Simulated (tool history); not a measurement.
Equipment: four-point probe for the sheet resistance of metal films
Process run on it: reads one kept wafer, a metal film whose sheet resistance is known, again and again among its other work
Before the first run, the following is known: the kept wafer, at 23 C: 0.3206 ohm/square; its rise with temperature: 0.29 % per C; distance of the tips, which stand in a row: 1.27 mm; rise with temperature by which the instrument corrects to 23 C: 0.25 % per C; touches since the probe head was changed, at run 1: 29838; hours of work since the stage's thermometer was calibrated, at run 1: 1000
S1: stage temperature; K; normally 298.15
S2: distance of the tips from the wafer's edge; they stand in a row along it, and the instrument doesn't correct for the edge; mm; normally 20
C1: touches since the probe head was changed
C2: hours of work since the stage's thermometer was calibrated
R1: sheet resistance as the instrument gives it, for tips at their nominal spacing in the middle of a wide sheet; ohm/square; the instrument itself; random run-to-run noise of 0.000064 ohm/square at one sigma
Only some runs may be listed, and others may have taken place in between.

Run 1, hour 0.0: usual settings; C1 29838; C2 1000. Result: R1 0.324620 ohm/square.
Run 2, hour 99.8: usual settings; C1 35690; C2 1077. Result: R1 0.324844 ohm/square.
Run 3, hour 179.6: usual settings but S2 6 mm; C1 40376; C2 1138. Result: R1 0.332097 ohm/square.
Run 4, hour 232.5: usual settings but S1 305.15 K; C1 43481; C2 1179. Result: R1 0.325984 ohm/square.
Run 5, hour 316.8: usual settings but S2 9 mm; C1 48422; C2 1243. Result: R1 0.328167 ohm/square.
Run 6, hour 372.2: usual settings but S2 3 mm; C1 51678; C2 1286. Result: R1 0.353156 ohm/square.
Run 7, hour 432.3: usual settings but S2 6 mm; C1 55201; C2 1332. Result: R1 0.332640 ohm/square.
Run 8, hour 518.8: usual settings but S2 6 mm; C1 60279; C2 1398. Result: R1 0.332888 ohm/square.
Run 9, hour 574.8: usual settings but S2 6 mm; C1 63560; C2 1441. Result: R1 0.332978 ohm/square.
Run 10, hour 698.3: usual settings but S2 6 mm; C1 70809; C2 1536. Result: R1 0.333331 ohm/square.
Run 11, hour 820.9: usual settings but S2 6 mm; C1 78001; C2 1630. Result: R1 0.333668 ohm/square.
Run 12, hour 877.5: usual settings; C1 81322; C2 1673. Result: R1 0.326768 ohm/square.
Run 13, hour 996.8: usual settings but S1 295.15 K, S2 5 mm; C1 88321; C2 1765. Result: R1 0.336948 ohm/square.
At hour 1009.4: new probe head fitted.
Run 14, hour 1107.4: usual settings but S1 305.15 K, S2 5 mm; C1 5753; C2 1849. Result: R1 0.334335 ohm/square.
Run 15, hour 1202.0: usual settings but S1 305.15 K, S2 5 mm; C1 11300; C2 1922. Result: R1 0.334638 ohm/square.
Run 16, hour 1299.4: usual settings but S1 305.15 K, S2 5 mm; C1 17015; C2 1996. Result: R1 0.335100 ohm/square.
Run 17, hour 1382.8: usual settings but S1 305.15 K, S2 39 mm; C1 21911; C2 2060. Result: R1 0.324504 ohm/square.
Run 18, hour 1443.9: usual settings but S1 305.15 K, S2 39 mm; C1 25497; C2 2107. Result: R1 0.324536 ohm/square.
Run 19, hour 1562.3: usual settings but S1 305.15 K, S2 39 mm; C1 32442; C2 2198. Result: R1 0.324833 ohm/square.
Run 20, hour 1644.7: usual settings but S2 49 mm; C1 37280; C2 2261. Result: R1 0.324236 ohm/square.
Run 21, hour 1737.0: usual settings but S2 14 mm; C1 42690; C2 2332. Result: R1 0.325734 ohm/square.
Run 22, hour 1817.6: usual settings but S2 14 mm; C1 47423; C2 2394. Result: R1 0.325992 ohm/square.
Run 23, hour 1929.1: usual settings but S1 295.15 K, S2 11 mm; C1 53964; C2 2479. Result: R1 0.326641 ohm/square.

Selected run-to-run steps in R1, each split into two signed amounts: the part the tool would show with no hidden state at all (from settings, incoming material and random variation), and the remainder, which goes to the hidden state together with any gauge scatter not common to the measured and the hidden-state-free results:
Unlogged tool condition in this case: inner tips' distance over the nominal, %; tips' flats over new ones', %; wafer's true temperature over the reading, C; drift of the gauge itself on sheet_ohm, %.
Run 5 -> 6: S2 9 -> 3. R1 +0.024989 ohm/square: hidden state +0.000412, all else +0.024577.
Run 6 -> 7: S2 3 -> 6. R1 -0.020516 ohm/square: hidden state -0.000089, all else -0.020427.
Run 12 -> 13: S1 298.15 -> 295.15, S2 20 -> 5. R1 +0.010180 ohm/square: hidden state +0.000448, all else +0.009732.
Run 13 -> 14: S1 295.15 -> 305.15, new probe head fitted. R1 -0.002613 ohm/square: hidden state -0.003656, all else +0.001043.

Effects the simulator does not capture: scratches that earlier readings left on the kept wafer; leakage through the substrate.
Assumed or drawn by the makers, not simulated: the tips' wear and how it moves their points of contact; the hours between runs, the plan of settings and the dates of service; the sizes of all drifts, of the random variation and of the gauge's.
